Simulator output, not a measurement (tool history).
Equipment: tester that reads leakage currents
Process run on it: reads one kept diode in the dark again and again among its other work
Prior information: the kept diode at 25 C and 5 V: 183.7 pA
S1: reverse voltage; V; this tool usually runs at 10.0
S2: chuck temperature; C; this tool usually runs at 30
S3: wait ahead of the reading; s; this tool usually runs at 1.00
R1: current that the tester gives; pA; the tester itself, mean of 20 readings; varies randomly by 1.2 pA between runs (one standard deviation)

{"run": 1, "hour": 0.0, "S1": 10.0, "S2": 30, "S3": 1.0, "R1": 429.06}
{"run": 2, "hour": 22.7, "S1": 10.0, "S2": 30, "S3": 1.0, "R1": 430.18}
{"run": 3, "hour": 55.6, "S1": 10.0, "S2": 30, "S3": 1.0, "R1": 430.2}
{"run": 4, "hour": 77.6, "S1": 10.0, "S2": 30, "S3": 1.0, "R1": 431.03}
{"run": 5, "hour": 93.7, "S1": 10.0, "S2": 30, "S3": 1.0, "R1": 434.06}
{"run": 6, "hour": 109.1, "S1": 10.0, "S2": 30, "S3": 0.66, "R1": 433.68}
{"run": 7, "hour": 131.0, "S1": 10.0, "S2": 30, "S3": 0.66, "R1": 430.61}
{"run": 8, "hour": 150.0, "S1": 10.0, "S2": 30, "S3": 0.66, "R1": 430.78}
{"run": 9, "hour": 180.8, "S1": 10.0, "S2": 30, "S3": 0.66, "R1": 435.95}
{"run": 10, "hour": 210.3, "S1": 10.0, "S2": 30, "S3": 1.72, "R1": 436.58}
{"run": 11, "hour": 230.4, "S1": 3.0, "S2": 30, "S3": 1.0, "R1": 231.38}
{"run": 12, "hour": 247.9, "S1": 3.0, "S2": 30, "S3": 1.0, "R1": 230.62}
{"run": 13, "hour": 280.5, "S1": 10.0, "S2": 30, "S3": 1.0, "R1": 439.49}
{"run": 14, "hour": 310.8, "S1": 10.0, "S2": 30, "S3": 1.0, "R1": 436.49}
{"run": 15, "hour": 325.6, "S1": 4.0, "S2": 30, "S3": 1.0, "R1": 270.55}
{"run": 16, "hour": 350.9, "S1": 4.0, "S2": 30, "S3": 1.0, "R1": 269.21}
{"run": 17, "hour": 383.3, "S1": 4.0, "S2": 30, "S3": 1.0, "R1": 270.8}
{"run": 18, "hour": 401.8, "S1": 4.0, "S2": 46, "S3": 1.0, "R1": 1005.76}
{"run": 19, "hour": 422.7, "S1": 2.2, "S2": 42, "S3": 7.02, "R1": 535.54}
{"run": 20, "hour": 436.2, "S1": 1.1, "S2": 48, "S3": 5.03, "R1": 594.22}
{"run": 21, "hour": 451.2, "S1": 1.1, "S2": 48, "S3": 5.03, "R1": 594.4}
{"run": 22, "hour": 471.4, "S1": 7.8, "S2": 20, "S3": 0.81, "R1": 159.4}
{"run": 23, "hour": 490.7, "S1": 7.8, "S2": 52, "S3": 4.13, "R1": 2279.76}
{"run": 24, "hour": 517.3, "S1": 7.8, "S2": 46, "S3": 4.13, "R1": 1439.97}
{"run": 25, "hour": 546.3, "S1": 10.0, "S2": 29, "S3": 1.0, "R1": 409.78}
{"run": 26, "hour": 576.9, "S1": 13.5, "S2": 44, "S3": 1.0, "R1": 1646.27}
{"run": 27, "hour": 599.1, "S1": 6.2, "S2": 44, "S3": 1.0, "R1": 1088.87}
{"run": 28, "hour": 628.3, "S1": 1.5, "S2": 33, "S3": 1.0, "R1": 210.88}

Results per run with the tool's hidden condition removed, run-to-run variation unchanged:
Unlogged tool condition in this case: stray current of the dirty probe card, pA a volt; current scale over the true one, %; true chuck temperature over the reading, C; drift of the gauge itself on leakage_pa, %.
run=1 R1=412.77
run=2 R1=413.28
run=3 R1=412.55
run=4 R1=412.79
run=5 R1=415.35
run=6 R1=414.64
run=7 R1=411.15
run=8 R1=410.87
run=9 R1=415.09
run=10 R1=414.91
run=11 R1=219.88
run=12 R1=218.97
run=13 R1=415.99
run=14 R1=412.45
run=15 R1=255.75
run=16 R1=254.14
run=17 R1=255.20
run=18 R1=954.56
run=19 R1=507.06
run=20 R1=563.71
run=21 R1=563.55
run=22 R1=147.72
run=23 R1=2160.03
run=24 R1=1359.30
run=25 R1=381.70
run=26 R1=1547.59
run=27 R1=1023.26
run=28 R1=196.88

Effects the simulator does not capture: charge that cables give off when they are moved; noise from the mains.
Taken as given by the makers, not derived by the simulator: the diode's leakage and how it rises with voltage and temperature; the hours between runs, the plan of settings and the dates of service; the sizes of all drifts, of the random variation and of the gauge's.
